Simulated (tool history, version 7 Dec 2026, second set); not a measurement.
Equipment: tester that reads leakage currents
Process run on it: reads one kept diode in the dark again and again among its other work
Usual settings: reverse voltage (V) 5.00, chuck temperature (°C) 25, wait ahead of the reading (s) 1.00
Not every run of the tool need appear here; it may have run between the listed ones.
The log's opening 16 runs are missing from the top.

run	hour	reverse voltage (V)	chuck temperature (°C)	wait ahead of the reading (s)	current that the tester gives (pA)
17	1418.6	1.87	25	1.00	48.03
18	1478.8	1.87	25	1.00	48.04
19	1574.4	5.00	25	1.00	87.25
20	1657.2	1.42	25	1.00	41.12
21	1726.4	1.42	25	1.00	40.91
# hour 1811.3: tester calibrated, once more
22	1850.0	1.42	25	1.00	40.86
23	1912.1	1.42	33	0.80	71.97
24	2010.7	1.42	33	0.80	72.75
25	2115.0	2.55	50	1.02	315.53
26	2226.8	14.47	25	1.00	169.44
27	2308.3	15.26	48	2.69	800.37
28	2426.1	2.51	48	2.69	277.88
29	2504.7	12.84	25	0.34	167.41
30	2604.9	12.84	25	0.34	166.75
# hour 2687.6: chuck's temperature calibrated
31	2719.5	3.92	25	0.36	69.20
32	2774.3	2.14	27	0.59	54.42
33	2864.0	2.14	27	0.59	54.70
34	2976.3	2.48	47	6.29	231.04
35	3089.0	2.48	47	6.29	230.44
36	3179.8	5.00	49	0.91	402.93

For run 37, what comes out?
37	3244.0	5.90	36	0.83	?

{"run 37": {"current that the tester gives (pA)": 189.39}}
With the hidden condition absent and the run-to-run variation left alone, this run would have shown current that the tester gives (pA) 183.28.
